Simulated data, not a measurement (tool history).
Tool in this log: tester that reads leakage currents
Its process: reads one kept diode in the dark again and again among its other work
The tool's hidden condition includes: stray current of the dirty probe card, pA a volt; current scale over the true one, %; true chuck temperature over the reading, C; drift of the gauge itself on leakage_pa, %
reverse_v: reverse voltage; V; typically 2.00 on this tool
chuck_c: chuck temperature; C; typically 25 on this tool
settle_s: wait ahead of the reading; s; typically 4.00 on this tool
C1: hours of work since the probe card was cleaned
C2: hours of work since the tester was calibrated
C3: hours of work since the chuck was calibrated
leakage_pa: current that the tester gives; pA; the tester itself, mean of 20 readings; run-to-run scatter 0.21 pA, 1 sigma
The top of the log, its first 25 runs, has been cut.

Run 26, hour 1037.5: usual settings but chuck_c 51 C, settle_s 6.61 s; C1 93; C2 2534; C3 500. Result: leakage_pa 389.03 pA.
Run 27, hour 1064.2: usual settings but chuck_c 51 C, settle_s 6.61 s; C1 113; C2 2554; C3 521. Result: leakage_pa 394.10 pA.
Run 28, hour 1113.1: usual settings but chuck_c 51 C, settle_s 6.61 s; C1 151; C2 2592; C3 559. Result: leakage_pa 393.39 pA.
Run 29, hour 1168.9: usual settings but reverse_v 1.94 V, chuck_c 39 C; C1 194; C2 2635; C3 602. Result: leakage_pa 185.39 pA.
At hour 1220.2: probe card cleaned and baked, once more.
Run 30, hour 1222.8: usual settings but reverse_v 7.15 V, chuck_c 26 C, settle_s 0.90 s; C1 2; C2 2675; C3 642. Result: leakage_pa 135.89 pA.
Run 31, hour 1251.6: usual settings but reverse_v 3.27 V, chuck_c 41 C, settle_s 1.73 s; C1 24; C2 2697; C3 664. Result: leakage_pa 262.21 pA.
Run 32, hour 1307.3: usual settings but reverse_v 5.96 V, chuck_c 26 C, settle_s 3.69 s; C1 67; C2 2740; C3 707. Result: leakage_pa 126.26 pA.
Run 33, hour 1339.9: usual settings but reverse_v 5.96 V, chuck_c 26 C, settle_s 3.69 s; C1 93; C2 2765; C3 732. Result: leakage_pa 126.16 pA.
Run 34, hour 1389.8: usual settings but reverse_v 5.96 V, chuck_c 26 C, settle_s 3.69 s; C1 131; C2 2804; C3 771. Result: leakage_pa 126.67 pA.
Run 35, hour 1451.8: usual settings but reverse_v 2.37 V, chuck_c 26 C, settle_s 5.21 s; C1 179; C2 2852; C3 819. Result: leakage_pa 83.52 pA.
Run 36, hour 1482.8: usual settings but reverse_v 2.37 V, chuck_c 26 C, settle_s 5.21 s; C1 203; C2 2876; C3 843. Result: leakage_pa 83.71 pA.
Run 37, hour 1516.7: usual settings but reverse_v 6.99 V, chuck_c 36 C, settle_s 5.21 s; C1 230; C2 2902; C3 869. Result: leakage_pa 271.32 pA.
Run 38, hour 1568.2: usual settings but reverse_v 6.99 V, chuck_c 36 C, settle_s 5.21 s; C1 269; C2 2942; C3 909. Result: leakage_pa 272.02 pA.
Run 39, hour 1599.3: usual settings but chuck_c 28 C, settle_s 4.50 s; C1 293; C2 2966; C3 933. Result: leakage_pa 89.41 pA.

Forecast each of these 3 alternatives for the next run:
Run A, hour 1624.4: usual settings but settle_s 0.75 s; C1 313; C2 2986; C3 952. Result: leakage_pa ?.
Run B, hour 1624.4: usual settings but reverse_v 1.44 V, chuck_c 28 C, settle_s 4.72 s; C1 313; C2 2986; C3 952. Result: leakage_pa ?.
Run C, hour 1624.4: usual settings but reverse_v 13.53 V, chuck_c 23 C, settle_s 5.06 s; C1 313; C2 2986; C3 952. Result: leakage_pa ?.

run  leakage_pa
  A       73.05
  B       77.46
  C      153.83
With no hidden state in the tool, these same runs would have given:
run  leakage_pa
  A       66.47
  B       70.71
  C      138.24
